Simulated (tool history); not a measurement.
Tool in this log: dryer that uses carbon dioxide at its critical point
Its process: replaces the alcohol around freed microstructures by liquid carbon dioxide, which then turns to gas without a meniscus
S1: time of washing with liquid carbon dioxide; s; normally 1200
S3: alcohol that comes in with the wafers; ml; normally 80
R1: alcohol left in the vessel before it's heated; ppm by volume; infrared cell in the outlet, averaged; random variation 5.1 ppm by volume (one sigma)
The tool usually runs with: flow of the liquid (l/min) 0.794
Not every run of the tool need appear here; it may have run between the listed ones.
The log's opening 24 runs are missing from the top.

Run 25, hour 622.9: usual settings but S1 1080 s, flow of the liquid (l/min) 1.045, S3 61 ml. Result: R1 86 ppm by volume.
Run 26, hour 651.6: usual settings but S1 1080 s, flow of the liquid (l/min) 1.045, S3 61 ml. Result: R1 102 ppm by volume.
Run 27, hour 679.3: usual settings but S1 1080 s, flow of the liquid (l/min) 1.045, S3 61 ml. Result: R1 105 ppm by volume.
Run 28, hour 708.6: usual settings but S1 1500 s, flow of the liquid (l/min) 0.907, S3 61 ml. Result: R1 96 ppm by volume.
Run 29, hour 738.1: usual settings but flow of the liquid (l/min) 0.689. Result: R1 255 ppm by volume.
Run 30, hour 774.7: usual settings but S1 720 s, flow of the liquid (l/min) 0.500. Result: R1 3866 ppm by volume.
Run 31, hour 791.9: usual settings but S1 1560 s, flow of the liquid (l/min) 0.952, S3 34 ml. Result: R1 110 ppm by volume.
Run 32, hour 807.6: usual settings but S1 1560 s. Result: R1 123 ppm by volume.
Run 33, hour 828.0: usual settings but flow of the liquid (l/min) 0.586. Result: R1 521 ppm by volume.
Run 34, hour 858.2: usual settings but flow of the liquid (l/min) 0.586. Result: R1 526 ppm by volume.
Run 35, hour 888.4: usual settings but flow of the liquid (l/min) 0.586. Result: R1 534 ppm by volume.
Run 36, hour 923.6: usual settings but flow of the liquid (l/min) 1.187, S3 99 ml. Result: R1 148 ppm by volume.
Run 37, hour 954.4: usual settings but flow of the liquid (l/min) 1.187, S3 99 ml. Result: R1 140 ppm by volume.
Run 38, hour 979.0: usual settings but S1 1380 s, flow of the liquid (l/min) 0.752, S3 48 ml. Result: R1 173 ppm by volume.
Run 39, hour 995.3: usual settings but S3 27 ml. Result: R1 183 ppm by volume.
Run 40, hour 1020.4: usual settings but S1 1080 s, flow of the liquid (l/min) 1.257, S3 41 ml. Result: R1 145 ppm by volume.
Run 41, hour 1052.7: usual settings but S1 780 s, flow of the liquid (l/min) 0.721, S3 37 ml. Result: R1 687 ppm by volume.
Run 42, hour 1083.6: usual settings but S1 720 s, S3 31 ml. Result: R1 578 ppm by volume.
Run 43, hour 1108.8: usual settings but S1 1620 s, flow of the liquid (l/min) 1.089, S3 31 ml. Result: R1 164 ppm by volume.
Run 44, hour 1124.9: usual settings but S1 1620 s, flow of the liquid (l/min) 1.089, S3 31 ml. Result: R1 160 ppm by volume.
Run 45, hour 1143.2: usual settings but S1 1620 s, flow of the liquid (l/min) 1.089, S3 31 ml. Result: R1 165 ppm by volume.
Run 46, hour 1174.3: usual settings but S1 1620 s, flow of the liquid (l/min) 1.089, S3 31 ml. Result: R1 185 ppm by volume.

Forecast each of these 5 alternatives for the next run:
Run A, hour 1189.3: usual settings but S1 1680 s, flow of the liquid (l/min) 0.736. Result: R1 ?.
Run B, hour 1189.3: usual settings but S1 900 s, flow of the liquid (l/min) 1.029, S3 21 ml. Result: R1 ?.
Run C, hour 1189.3: usual settings but flow of the liquid (l/min) 1.188, S3 45 ml. Result: R1 ?.
Run D, hour 1189.3: usual settings but S1 900 s, flow of the liquid (l/min) 1.074, S3 90 ml. Result: R1 ?.
Run E, hour 1189.3: usual settings but S3 79 ml. Result: R1 ?.

run   R1
  A  196
  B  210
  C  178
  D  299
  E  281
Without the tool's hidden state the same runs would have given:
run  R1
  A   9
  B  22
  C   0
  D  72
  E  59

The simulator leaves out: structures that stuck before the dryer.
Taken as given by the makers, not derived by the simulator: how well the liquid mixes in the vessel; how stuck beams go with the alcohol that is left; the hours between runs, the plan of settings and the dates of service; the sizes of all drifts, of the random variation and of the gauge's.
